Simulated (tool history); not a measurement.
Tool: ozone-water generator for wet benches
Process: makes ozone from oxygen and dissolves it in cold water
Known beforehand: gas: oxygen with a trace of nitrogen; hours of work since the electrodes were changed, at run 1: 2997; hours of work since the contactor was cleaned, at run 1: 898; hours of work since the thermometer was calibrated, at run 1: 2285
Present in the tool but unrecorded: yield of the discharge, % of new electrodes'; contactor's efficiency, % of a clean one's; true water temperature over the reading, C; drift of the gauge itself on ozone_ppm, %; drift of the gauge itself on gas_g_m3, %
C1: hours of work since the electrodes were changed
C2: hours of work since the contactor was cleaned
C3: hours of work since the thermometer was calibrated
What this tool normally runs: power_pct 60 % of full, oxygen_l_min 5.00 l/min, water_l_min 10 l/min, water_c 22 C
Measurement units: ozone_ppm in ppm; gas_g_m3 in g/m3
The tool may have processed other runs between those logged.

{"run": 1, "hour": 0.0, "power_pct": 60, "oxygen_l_min": 5.0, "water_l_min": 10, "water_c": 22, "C1": 2997, "C2": 898, "C3": 2285, "ozone_ppm": 36.1, "gas_g_m3": 250.4}
{"run": 2, "hour": 44.0, "power_pct": 60, "oxygen_l_min": 5.0, "water_l_min": 10, "water_c": 22, "C1": 3037, "C2": 938, "C3": 2324, "ozone_ppm": 36.0, "gas_g_m3": 249.8}
{"run": 3, "hour": 95.5, "power_pct": 60, "oxygen_l_min": 5.0, "water_l_min": 10, "water_c": 22, "C1": 3083, "C2": 984, "C3": 2370, "ozone_ppm": 35.8, "gas_g_m3": 250.3}
{"run": 4, "hour": 146.3, "power_pct": 60, "oxygen_l_min": 5.66, "water_l_min": 10, "water_c": 22, "C1": 3128, "C2": 1029, "C3": 2416, "ozone_ppm": 34.5, "gas_g_m3": 228.0}
{"run": 5, "hour": 228.0, "power_pct": 58, "oxygen_l_min": 5.0, "water_l_min": 10, "water_c": 22, "C1": 3201, "C2": 1102, "C3": 2489, "ozone_ppm": 35.3, "gas_g_m3": 246.2}
{"run": 6, "hour": 293.7, "power_pct": 60, "oxygen_l_min": 5.0, "water_l_min": 10, "water_c": 21, "C1": 3260, "C2": 1161, "C3": 2547, "ozone_ppm": 36.6, "gas_g_m3": 247.6}
{"run": 7, "hour": 380.9, "power_pct": 69, "oxygen_l_min": 5.0, "water_l_min": 10, "water_c": 22, "C1": 3338, "C2": 1239, "C3": 2625, "ozone_ppm": 39.2, "gas_g_m3": 271.5}
{"run": 8, "hour": 441.1, "power_pct": 49, "oxygen_l_min": 5.0, "water_l_min": 10, "water_c": 22, "C1": 3391, "C2": 1292, "C3": 2679, "ozone_ppm": 31.7, "gas_g_m3": 218.6}
{"run": 9, "hour": 505.5, "power_pct": 49, "oxygen_l_min": 5.0, "water_l_min": 10, "water_c": 22, "C1": 3449, "C2": 1350, "C3": 2737, "ozone_ppm": 31.7, "gas_g_m3": 220.5}
{"run": 10, "hour": 549.8, "power_pct": 49, "oxygen_l_min": 5.0, "water_l_min": 10, "water_c": 22, "C1": 3489, "C2": 1389, "C3": 2776, "ozone_ppm": 32.2, "gas_g_m3": 219.6}
{"run": 11, "hour": 632.7, "power_pct": 49, "oxygen_l_min": 5.0, "water_l_min": 10, "water_c": 22, "C1": 3563, "C2": 1463, "C3": 2850, "ozone_ppm": 32.2, "gas_g_m3": 219.1}
{"run": 12, "hour": 711.0, "power_pct": 49, "oxygen_l_min": 5.0, "water_l_min": 10, "water_c": 22, "C1": 3633, "C2": 1533, "C3": 2920, "ozone_ppm": 31.7, "gas_g_m3": 220.3}
{"run": 13, "hour": 793.2, "power_pct": 49, "oxygen_l_min": 5.0, "water_l_min": 10, "water_c": 22, "C1": 3706, "C2": 1607, "C3": 2994, "ozone_ppm": 31.9, "gas_g_m3": 218.7}
{"run": 14, "hour": 839.2, "power_pct": 49, "oxygen_l_min": 5.0, "water_l_min": 10, "water_c": 16, "C1": 3747, "C2": 1648, "C3": 3035, "ozone_ppm": 35.8, "gas_g_m3": 217.4}
{"run": 15, "hour": 897.7, "power_pct": 84, "oxygen_l_min": 5.0, "water_l_min": 10, "water_c": 16, "C1": 3799, "C2": 1700, "C3": 3087, "ozone_ppm": 49.7, "gas_g_m3": 300.1}
{"run": 16, "hour": 976.2, "power_pct": 100, "oxygen_l_min": 5.0, "water_l_min": 10, "water_c": 16, "C1": 3869, "C2": 1770, "C3": 3157, "ozone_ppm": 54.6, "gas_g_m3": 332.6}
{"run": 17, "hour": 1014.0, "power_pct": 100, "oxygen_l_min": 5.0, "water_l_min": 10, "water_c": 16, "C1": 3903, "C2": 1804, "C3": 3191, "ozone_ppm": 54.5, "gas_g_m3": 331.4}
{"run": 18, "hour": 1072.9, "power_pct": 100, "oxygen_l_min": 3.03, "water_l_min": 10, "water_c": 16, "C1": 3956, "C2": 1857, "C3": 3243, "ozone_ppm": 61.2, "gas_g_m3": 468.5}
{"run": 19, "hour": 1134.6, "power_pct": 100, "oxygen_l_min": 3.03, "water_l_min": 10, "water_c": 16, "C1": 4011, "C2": 1912, "C3": 3298, "ozone_ppm": 61.5, "gas_g_m3": 465.8}
{"run": 20, "hour": 1226.0, "power_pct": 100, "oxygen_l_min": 3.03, "water_l_min": 10, "water_c": 16, "C1": 4092, "C2": 1993, "C3": 3380, "ozone_ppm": 61.3, "gas_g_m3": 465.1}
{"run": 21, "hour": 1277.2, "power_pct": 58, "oxygen_l_min": 3.81, "water_l_min": 7, "water_c": 20, "C1": 4138, "C2": 2039, "C3": 3426, "ozone_ppm": 48.1, "gas_g_m3": 287.4}
{"run": 22, "hour": 1330.1, "power_pct": 60, "oxygen_l_min": 8.0, "water_l_min": 13, "water_c": 19, "C1": 4185, "C2": 2086, "C3": 3473, "ozone_ppm": 28.5, "gas_g_m3": 175.7}
{"run": 23, "hour": 1373.9, "power_pct": 72, "oxygen_l_min": 5.0, "water_l_min": 10, "water_c": 19, "C1": 4225, "C2": 2126, "C3": 3512, "ozone_ppm": 42.8, "gas_g_m3": 270.0}
{"run": 24, "hour": 1448.1, "power_pct": 58, "oxygen_l_min": 2.91, "water_l_min": 10, "water_c": 24, "C1": 4291, "C2": 2192, "C3": 3579, "ozone_ppm": 39.5, "gas_g_m3": 345.7}
{"hour": 1469.4, "done": "gauge calibrated"}
{"run": 25, "hour": 1493.2, "power_pct": 58, "oxygen_l_min": 2.91, "water_l_min": 10, "water_c": 24, "C1": 4331, "C2": 2232, "C3": 3619, "ozone_ppm": 39.3, "gas_g_m3": 357.4}
{"run": 26, "hour": 1546.4, "power_pct": 58, "oxygen_l_min": 4.77, "water_l_min": 10, "water_c": 24, "C1": 4379, "C2": 2280, "C3": 3666, "ozone_ppm": 34.1, "gas_g_m3": 251.2}
{"run": 27, "hour": 1604.9, "power_pct": 58, "oxygen_l_min": 2.81, "water_l_min": 10, "water_c": 14, "C1": 4431, "C2": 2332, "C3": 3719, "ozone_ppm": 45.7, "gas_g_m3": 364.3}
{"run": 28, "hour": 1665.3, "power_pct": 60, "oxygen_l_min": 5.0, "water_l_min": 9, "water_c": 19, "C1": 4485, "C2": 2386, "C3": 3772, "ozone_ppm": 40.4, "gas_g_m3": 250.7}
{"run": 29, "hour": 1719.0, "power_pct": 60, "oxygen_l_min": 5.0, "water_l_min": 9, "water_c": 19, "C1": 4533, "C2": 2434, "C3": 3820, "ozone_ppm": 40.4, "gas_g_m3": 248.1}
{"run": 30, "hour": 1805.9, "power_pct": 60, "oxygen_l_min": 5.0, "water_l_min": 7, "water_c": 22, "C1": 4610, "C2": 2511, "C3": 3898, "ozone_ppm": 42.1, "gas_g_m3": 248.1}
{"run": 31, "hour": 1868.5, "power_pct": 60, "oxygen_l_min": 5.0, "water_l_min": 7, "water_c": 22, "C1": 4666, "C2": 2567, "C3": 3954, "ozone_ppm": 42.2, "gas_g_m3": 246.5}
{"run": 32, "hour": 1944.7, "power_pct": 60, "oxygen_l_min": 6.26, "water_l_min": 7, "water_c": 23, "C1": 4734, "C2": 2635, "C3": 4022, "ozone_ppm": 37.6, "gas_g_m3": 212.5}

What if the next run were any one of these 4? Each begins from the tool's condition after run 32:
{"run": "A", "hour": 2010.0, "power_pct": 44, "oxygen_l_min": 4.66, "water_l_min": 10, "water_c": 19, "C1": 4793, "C2": 2694, "C3": 4080, "ozone_ppm": "?", "gas_g_m3": "?"}
{"run": "B", "hour": 2010.0, "power_pct": 55, "oxygen_l_min": 6.26, "water_l_min": 11, "water_c": 24, "C1": 4793, "C2": 2694, "C3": 4080, "ozone_ppm": "?", "gas_g_m3": "?"}
{"run": "C", "hour": 2010.0, "power_pct": 50, "oxygen_l_min": 5.0, "water_l_min": 10, "water_c": 22, "C1": 4793, "C2": 2694, "C3": 4080, "ozone_ppm": "?", "gas_g_m3": "?"}
{"run": "D", "hour": 2010.0, "power_pct": 53, "oxygen_l_min": 6.26, "water_l_min": 7, "water_c": 23, "C1": 4793, "C2": 2694, "C3": 4080, "ozone_ppm": "?", "gas_g_m3": "?"}

run=A ozone_ppm=32.7 gas_g_m3=215.7
run=B ozone_ppm=29.1 gas_g_m3=203.0
run=C ozone_ppm=31.9 gas_g_m3=223.8
run=D ozone_ppm=34.7 gas_g_m3=199.3
Had the tool no hidden state, the same runs would have come out as:
run=A ozone_ppm=32.8 gas_g_m3=218.2
run=B ozone_ppm=29.1 gas_g_m3=205.4
run=C ozone_ppm=31.9 gas_g_m3=226.4
run=D ozone_ppm=34.7 gas_g_m3=201.6
